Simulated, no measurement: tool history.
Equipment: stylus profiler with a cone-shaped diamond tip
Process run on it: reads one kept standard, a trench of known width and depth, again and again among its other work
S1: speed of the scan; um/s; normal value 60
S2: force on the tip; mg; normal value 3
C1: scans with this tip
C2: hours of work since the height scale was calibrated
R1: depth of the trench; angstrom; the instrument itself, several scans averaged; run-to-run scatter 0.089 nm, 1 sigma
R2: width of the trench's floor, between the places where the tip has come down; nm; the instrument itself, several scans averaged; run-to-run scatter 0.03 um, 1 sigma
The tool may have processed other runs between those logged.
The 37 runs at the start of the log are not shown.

run	hour	S1	S2	C1	C2	R1	R2
38	1251	195	6.62	15046	248	2047.6	17440
39	1296.7	26	2.27	15325	267	2022.4	17740
40	1334.8	26	2.27	15558	282	2022	17750
41	1373.9	26	1.24	15798	298	2015.1	17650
42	1413.5	26	1.24	16040	314	2012.7	17650
43	1436.7	102	7.49	16181	324	2051.3	17520
44	1460.3	102	7.49	16326	334	2049.8	17550
45	1483.6	156	7.75	16468	343	2052	17470

What if the next run were any one of these 3? Each begins from the tool's condition after run 45:
A	1529.9	156	6.25	16751	362	?	?
B	1529.9	23	3.08	16751	362	?	?
C	1529.9	160	1.26	16751	362	?	?

run	R1	R2
A	2043.1	17420
B	2026.4	17720
C	2013.9	17010
What these runs would have given with no unlogged condition in the tool:
run	R1	R2
A	2045.1	17930
B	2028.4	18230
C	2015.8	17510
